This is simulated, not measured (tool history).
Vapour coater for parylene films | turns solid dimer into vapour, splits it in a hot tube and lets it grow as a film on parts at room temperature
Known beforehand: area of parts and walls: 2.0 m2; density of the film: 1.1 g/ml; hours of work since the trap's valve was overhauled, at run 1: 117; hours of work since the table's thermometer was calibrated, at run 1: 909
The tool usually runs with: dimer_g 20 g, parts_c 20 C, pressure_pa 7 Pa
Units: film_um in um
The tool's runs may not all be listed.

run,day,dimer_g,parts_c,pressure_pa,hours of work since the trap's valve was overhauled,hours of work since the table's thermometer was calibrated,film_um
1,0,20,20,7,117,909,6.37
2,1.9,20,20,7,137,929,6.23
3,3.554,20,20,7,155,947,6.35
4,5.758,20,20,7,178,970,6.3
5,7.892,20,20,7,201,993,6.27
6,10.158,20,20,7,225,1017,6.25
7,11.667,20,20,7,241,1033,6.24
8,13.904,20,20,7,265,1057,6.21
9,15.612,20,20,7,283,1075,6.34
10,18.171,20,20,7,310,1102,6.34
11,20.996,20,20,7,341,1132,6.28
12,24.012,20,15,7,373,1164,7.13
13,25.467,20,15,7,388,1180,7.11
14,27.304,20,15,7,408,1199,7.11
# day 27.992: trap's valve overhauled
15,30.108,20,20,7,22,1228,6.36
16,33.104,11,20,7,54,1259,3.4
17,35.221,11,20,7,77,1282,3.52
18,36.746,11,20,7,93,1298,3.5
19,39.408,14,20,7,121,1327,4.39
20,41.742,14,20,7,146,1351,4.36
21,43.238,14,20,7,162,1367,4.44
22,45.496,14,20,7,186,1391,4.38
23,47.421,20,21,7,207,1412,6.21
24,49.667,20,21,7,231,1436,6.15
25,52.538,20,21,7,261,1466,6.15
26,54.358,30,20,7,281,1486,9.41
27,57.392,30,30,3.51,313,1518,7.91
28,59.379,20,27,3.74,334,1539,5.65
29,61.721,20,27,3.74,359,1564,5.72
30,63.754,17,12,6.24,381,1586,6.65
31,66.079,15,31,7,405,1610,3.57
# day 66.775: trap's valve overhauled
32,67.846,15,31,7,11,1627,3.6
33,69.762,20,26,5.51,32,1648,5.57
34,72.233,20,29,9.63,58,1674,4.89
35,74.929,32,20,7,87,1703,10.11
36,77.954,32,20,7,119,1735,10.06
37,79.775,8,14,7,138,1754,2.98
38,82.679,8,18,9.66,169,1785,2.6
39,84.833,23,24,7,192,1808,6.58
40,86.067,13,23,7,205,1821,3.81
41,87.592,29,20,5.5,222,1838,9.35
42,89.85,11,31,5.5,246,1862,2.75
43,91.862,11,31,10.41,267,1883,2.47
44,94.454,11,31,10.41,295,1911,2.54
45,96.833,12,20,4.28,320,1936,3.94
46,99.45,12,20,4.28,348,1964,3.98
47,101.646,12,20,3.08,371,1987,4.09

Each row is a separate what-if for the run after 47, all from the same tool condition, not one after another. Results?
A,103.1,9,24,8.35,387,2003,?
B,103.1,15,14,3.92,387,2003,?
C,103.1,21,22,7,387,2003,?

run,film_um
A,2.5
B,5.86
C,6.31
Without the tool's unlogged condition, the same runs would have read:
run,film_um
A,2.51
B,5.89
C,6.33

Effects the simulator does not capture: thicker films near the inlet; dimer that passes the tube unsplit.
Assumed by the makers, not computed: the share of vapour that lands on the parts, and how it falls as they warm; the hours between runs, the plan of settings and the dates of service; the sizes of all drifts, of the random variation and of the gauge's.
